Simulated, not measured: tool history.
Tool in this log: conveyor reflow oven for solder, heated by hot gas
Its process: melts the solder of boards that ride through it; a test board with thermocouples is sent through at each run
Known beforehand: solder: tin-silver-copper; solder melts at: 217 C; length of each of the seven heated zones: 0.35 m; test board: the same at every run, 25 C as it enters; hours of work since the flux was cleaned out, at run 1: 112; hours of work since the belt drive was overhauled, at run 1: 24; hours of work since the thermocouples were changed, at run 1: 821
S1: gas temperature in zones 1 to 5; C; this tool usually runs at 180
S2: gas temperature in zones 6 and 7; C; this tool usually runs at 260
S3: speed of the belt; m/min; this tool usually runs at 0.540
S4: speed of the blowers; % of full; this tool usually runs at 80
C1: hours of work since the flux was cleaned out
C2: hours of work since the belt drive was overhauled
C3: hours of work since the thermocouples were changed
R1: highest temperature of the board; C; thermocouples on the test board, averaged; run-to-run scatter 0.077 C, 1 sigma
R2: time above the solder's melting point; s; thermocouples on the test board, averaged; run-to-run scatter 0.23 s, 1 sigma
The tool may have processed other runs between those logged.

Run 1, day 0.000: usual settings; C1 112; C2 24; C3 821. Result: R1 249.48 C, R2 59.7 s.
Run 2, day 1.304: usual settings; C1 134; C2 45; C3 842. Result: R1 249.35 C, R2 60.1 s.
Run 3, day 2.288: usual settings; C1 150; C2 61; C3 858. Result: R1 249.33 C, R2 59.8 s.
Run 4, day 3.342: usual settings; C1 167; C2 78; C3 876. Result: R1 249.30 C, R2 59.5 s.
Run 5, day 4.354: usual settings; C1 184; C2 95; C3 892. Result: R1 249.37 C, R2 59.5 s.
Run 6, day 5.446: usual settings; C1 201; C2 113; C3 910. Result: R1 249.31 C, R2 59.4 s.
Run 7, day 6.312: usual settings; C1 216; C2 127; C3 924. Result: R1 249.47 C, R2 59.7 s.
At day 7.233: thermocouples of zones 6 and 7 changed.
Run 8, day 7.288: usual settings but S2 256 C; C1 230; C2 142; C3 1. Result: R1 245.75 C, R2 56.7 s.
Run 9, day 8.121: usual settings but S2 256 C; C1 244; C2 155; C3 15. Result: R1 245.77 C, R2 56.8 s.
Run 10, day 9.042: usual settings; C1 259; C2 170; C3 30. Result: R1 249.33 C, R2 60.0 s.
Run 11, day 10.008: usual settings but S1 179 C; C1 275; C2 186; C3 46. Result: R1 249.19 C, R2 58.8 s.
Run 12, day 10.738: usual settings but S1 179 C, S4 54 % of full; C1 287; C2 198; C3 57. Result: R1 241.28 C, R2 48.9 s.
Run 13, day 11.550: usual settings but S4 74 % of full; C1 300; C2 212; C3 71. Result: R1 248.12 C, R2 57.6 s.
Run 14, day 12.200: usual settings but S4 74 % of full; C1 311; C2 222; C3 81. Result: R1 248.08 C, R2 57.7 s.
Run 15, day 13.496: usual settings but S2 257 C; C1 332; C2 243; C3 103. Result: R1 246.70 C, R2 58.3 s.
Run 16, day 14.212: usual settings but S4 70 % of full; C1 344; C2 255; C3 114. Result: R1 246.89 C, R2 56.8 s.
Run 17, day 15.333: usual settings but S1 187 C; C1 362; C2 274; C3 133. Result: R1 250.24 C, R2 63.5 s.
Run 18, day 16.112: usual settings but S1 187 C, S4 88 % of full; C1 375; C2 286; C3 146. Result: R1 251.82 C, R2 64.7 s.
Run 19, day 16.904: usual settings but S2 251 C, S4 62 % of full; C1 388; C2 299; C3 159. Result: R1 236.97 C, R2 45.8 s.
Run 20, day 17.662: usual settings but S2 251 C, S4 62 % of full; C1 400; C2 312; C3 171. Result: R1 237.03 C, R2 46.2 s.
At day 18.575: flux residue cleaned out of gas plates and filters.
Run 21, day 19.008: usual settings but S1 185 C, S2 251 C, S3 0.587 m/min; C1 7; C2 330; C3 190. Result: R1 240.45 C, R2 49.4 s.
Run 22, day 20.312: usual settings but S1 188 C, S2 267 C, S3 0.503 m/min; C1 28; C2 352; C3 211. Result: R1 258.29 C, R2 73.7 s.
Run 23, day 20.900: usual settings but S1 173 C, S2 267 C, S3 0.552 m/min, S4 50 % of full; C1 38; C2 361; C3 221. Result: R1 242.75 C, R2 45.8 s.
Run 24, day 21.979: usual settings but S1 173 C, S2 267 C, S3 0.552 m/min, S4 50 % of full; C1 56; C2 379; C3 238. Result: R1 242.65 C, R2 46.3 s.
Run 25, day 22.729: usual settings but S1 173 C, S2 267 C, S3 0.552 m/min, S4 50 % of full; C1 68; C2 391; C3 251. Result: R1 242.82 C, R2 45.9 s.
Run 26, day 23.704: usual settings but S1 174 C, S2 249 C, S3 0.612 m/min, S4 63 % of full; C1 84; C2 407; C3 267. Result: R1 230.75 C, R2 29.4 s.
Run 27, day 24.912: usual settings but S1 172 C, S2 269 C, S3 0.570 m/min, S4 77 % of full; C1 104; C2 427; C3 286. Result: R1 254.05 C, R2 55.8 s.
Run 28, day 25.846: usual settings but S2 274 C; C1 119; C2 443; C3 302. Result: R1 261.93 C, R2 66.8 s.
Run 29, day 26.696: usual settings but S2 258 C, S3 0.610 m/min, S4 62 % of full; C1 133; C2 456; C3 316. Result: R1 239.09 C, R2 41.4 s.
Run 30, day 27.683: usual settings but S2 258 C, S3 0.610 m/min, S4 62 % of full; C1 149; C2 473; C3 332. Result: R1 239.06 C, R2 41.7 s.

Hidden condition of the tool, last listed run before each entry between runs versus first listed run after:
Run 7 -> run 8: thermocouples of zones 6 and 7 changed (day 7.233)
  belt's true speed, % of the reading: 99.99 -> 99.98; true gas temperature in zones 6 and 7 over the reading, C: 0.04 -> 0.01
Run 20 -> run 21: flux residue cleaned out of gas plates and filters (day 18.575)
  heat that the gas passes to the board, % of a clean oven's: 99.7 -> 100; true gas temperature in zones 6 and 7 over the reading, C: 0.02 -> 0.03
